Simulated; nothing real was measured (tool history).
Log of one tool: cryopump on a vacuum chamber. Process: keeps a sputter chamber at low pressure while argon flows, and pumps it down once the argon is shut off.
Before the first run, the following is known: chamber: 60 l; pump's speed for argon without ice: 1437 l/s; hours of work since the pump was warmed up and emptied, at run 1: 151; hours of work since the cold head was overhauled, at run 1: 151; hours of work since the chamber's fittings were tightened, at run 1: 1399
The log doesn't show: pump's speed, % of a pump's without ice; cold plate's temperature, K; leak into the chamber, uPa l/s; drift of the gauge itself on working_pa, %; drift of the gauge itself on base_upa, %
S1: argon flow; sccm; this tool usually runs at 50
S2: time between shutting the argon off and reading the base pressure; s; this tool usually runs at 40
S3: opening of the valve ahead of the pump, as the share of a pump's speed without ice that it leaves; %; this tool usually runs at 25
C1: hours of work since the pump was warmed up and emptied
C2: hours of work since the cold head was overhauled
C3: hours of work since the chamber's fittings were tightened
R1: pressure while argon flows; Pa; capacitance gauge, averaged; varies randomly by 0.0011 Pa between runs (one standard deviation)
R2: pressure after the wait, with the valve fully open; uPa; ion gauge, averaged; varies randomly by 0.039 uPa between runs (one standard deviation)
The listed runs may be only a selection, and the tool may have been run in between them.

| run | hour | S1 | S2 | S3 | C1 | C2 | C3 | R1 | R2 |
|---|---|---|---|---|---|---|---|---|---|
| 1 | 0.0 | 50 | 40 | 25 | 151 | 151 | 1399 | 0.2467 | 2.72 |
| 2 | 11.2 | 50 | 40 | 25 | 156 | 156 | 1404 | 0.2490 | 2.84 |
| 3 | 25.6 | 50 | 40 | 25 | 163 | 163 | 1410 | 0.2475 | 2.83 |
| 4 | 45.3 | 50 | 40 | 24 | 172 | 172 | 1419 | 0.2597 | 2.87 |
| 5 | 65.9 | 50 | 40 | 24 | 181 | 181 | 1428 | 0.2603 | 2.79 |
| 6 | 78.7 | 50 | 40 | 35 | 187 | 187 | 1434 | 0.1834 | 2.80 |
| 7 | 88.0 | 50 | 40 | 35 | 191 | 191 | 1438 | 0.1841 | 2.83 |
| 8 | 98.3 | 50 | 40 | 35 | 195 | 195 | 1443 | 0.1839 | 2.99 |
| 9 | 115.2 | 50 | 40 | 35 | 203 | 203 | 1451 | 0.1856 | 2.81 |
| 10 | 126.4 | 50 | 40 | 35 | 208 | 208 | 1456 | 0.1851 | 2.87 |
| 11 | 144.2 | 50 | 40 | 35 | 216 | 216 | 1464 | 0.1862 | 2.89 |
| 12 | 164.1 | 50 | 40 | 35 | 225 | 225 | 1473 | 0.1870 | 2.88 |
| 13 | 172.9 | 50 | 40 | 35 | 229 | 229 | 1477 | 0.1886 | 2.95 |
| 14 | 190.8 | 50 | 40 | 35 | 237 | 237 | 1485 | 0.1898 | 2.94 |
| 15 | 202.7 | 50 | 40 | 35 | 243 | 243 | 1490 | 0.1886 | 2.87 |
| 16 | 221.7 | 42 | 115 | 38 | 251 | 251 | 1499 | 0.1479 | 1.65 |
| 17 | 236.4 | 42 | 115 | 38 | 258 | 258 | 1505 | 0.1495 | 1.64 |
| 18 | 247.0 | 42 | 115 | 31 | 263 | 263 | 1510 | 0.1800 | 1.66 |
| 19 | 265.8 | 50 | 146 | 18 | 271 | 271 | 1519 | 0.3511 | 1.47 |

The next listed run, before its measurement:
| 20 | 275.0 | 50 | 146 | 18 | 275 | 275 | 1523 | ? | ? |

R1: 0.3504 Pa
R2: 1.52 uPa
The same run, on a tool lacking any hidden state, would have yielded R1 0.3255 Pa, R2 0.78 uPa.
